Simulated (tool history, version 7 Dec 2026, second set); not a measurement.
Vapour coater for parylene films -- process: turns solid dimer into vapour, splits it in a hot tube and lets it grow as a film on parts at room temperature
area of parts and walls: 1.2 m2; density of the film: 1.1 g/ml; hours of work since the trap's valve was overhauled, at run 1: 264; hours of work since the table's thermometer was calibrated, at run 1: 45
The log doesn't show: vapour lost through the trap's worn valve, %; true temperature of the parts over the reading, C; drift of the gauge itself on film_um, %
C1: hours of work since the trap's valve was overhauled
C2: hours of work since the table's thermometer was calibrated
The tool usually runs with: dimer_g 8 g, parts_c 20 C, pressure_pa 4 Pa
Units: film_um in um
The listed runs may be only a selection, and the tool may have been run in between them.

run 1 hour=0 | dimer_g=8 parts_c=20 pressure_pa=4 | C1=264 C2=45 | film_um=4.43
run 2 hour=26.7 | dimer_g=8 parts_c=20 pressure_pa=4 | C1=277 C2=57 | film_um=4.43
run 3 hour=50.3 | dimer_g=8 parts_c=20 pressure_pa=4 | C1=287 C2=68 | film_um=4.43
run 4 hour=80.8 | dimer_g=8 parts_c=20 pressure_pa=4 | C1=302 C2=82 | film_um=4.41
run 5 hour=96.9 | dimer_g=8 parts_c=20 pressure_pa=4 | C1=309 C2=90 | film_um=4.4
run 6 hour=134.3 | dimer_g=8 parts_c=20 pressure_pa=4.41 | C1=327 C2=107 | film_um=4.29
run 7 hour=164.4 | dimer_g=8 parts_c=20 pressure_pa=3.82 | C1=341 C2=121 | film_um=4.44
-- hour=171 trap's valve overhauled
run 8 hour=200.3 | dimer_g=8 parts_c=20 pressure_pa=3.82 | C1=14 C2=136 | film_um=4.32
run 9 hour=239.1 | dimer_g=8 parts_c=20 pressure_pa=3.82 | C1=32 C2=154 | film_um=4.27
run 10 hour=256.3 | dimer_g=8 parts_c=20 pressure_pa=3.82 | C1=40 C2=162 | film_um=4.22
run 11 hour=294.2 | dimer_g=8 parts_c=20 pressure_pa=3.06 | C1=57 C2=180 | film_um=4.42
run 12 hour=326.1 | dimer_g=8 parts_c=20 pressure_pa=3.06 | C1=72 C2=195 | film_um=4.39
run 13 hour=365.2 | dimer_g=8 parts_c=20 pressure_pa=3.06 | C1=90 C2=213 | film_um=4.39
-- hour=388.5 trap's valve overhauled, once more
run 14 hour=398.7 | dimer_g=8 parts_c=13 pressure_pa=3.15 | C1=5 C2=227 | film_um=5.93
run 15 hour=424.4 | dimer_g=5 parts_c=20 pressure_pa=2.1 | C1=17 C2=239 | film_um=3.4
run 16 hour=457.5 | dimer_g=4 parts_c=24 pressure_pa=4.09 | C1=32 C2=254 | film_um=2.05
run 17 hour=493 | dimer_g=4 parts_c=24 pressure_pa=4.09 | C1=49 C2=271 | film_um=2.06
run 18 hour=520.8 | dimer_g=4 parts_c=24 pressure_pa=4.09 | C1=62 C2=284 | film_um=2.04

Consider 4 possible next runs. They are alternatives, not a sequence: every one starts from the tool as it was left by run 18. What does each give?
run A hour=556.2 | dimer_g=4 parts_c=17 pressure_pa=2.86 | C1=78 C2=300 | film_um=?
run B hour=556.2 | dimer_g=7 parts_c=21 pressure_pa=4.09 | C1=78 C2=300 | film_um=?
run C hour=556.2 | dimer_g=4 parts_c=24 pressure_pa=7.36 | C1=78 C2=300 | film_um=?
run D hour=556.2 | dimer_g=4 parts_c=20 pressure_pa=4.09 | C1=78 C2=300 | film_um=?

run=A film_um=2.83
run=B film_um=3.98
run=C film_um=1.76
run=D film_um=2.3
What these runs would have given with no unlogged condition in the tool:
run=A film_um=2.93
run=B film_um=4.12
run=C film_um=1.82
run=D film_um=2.38

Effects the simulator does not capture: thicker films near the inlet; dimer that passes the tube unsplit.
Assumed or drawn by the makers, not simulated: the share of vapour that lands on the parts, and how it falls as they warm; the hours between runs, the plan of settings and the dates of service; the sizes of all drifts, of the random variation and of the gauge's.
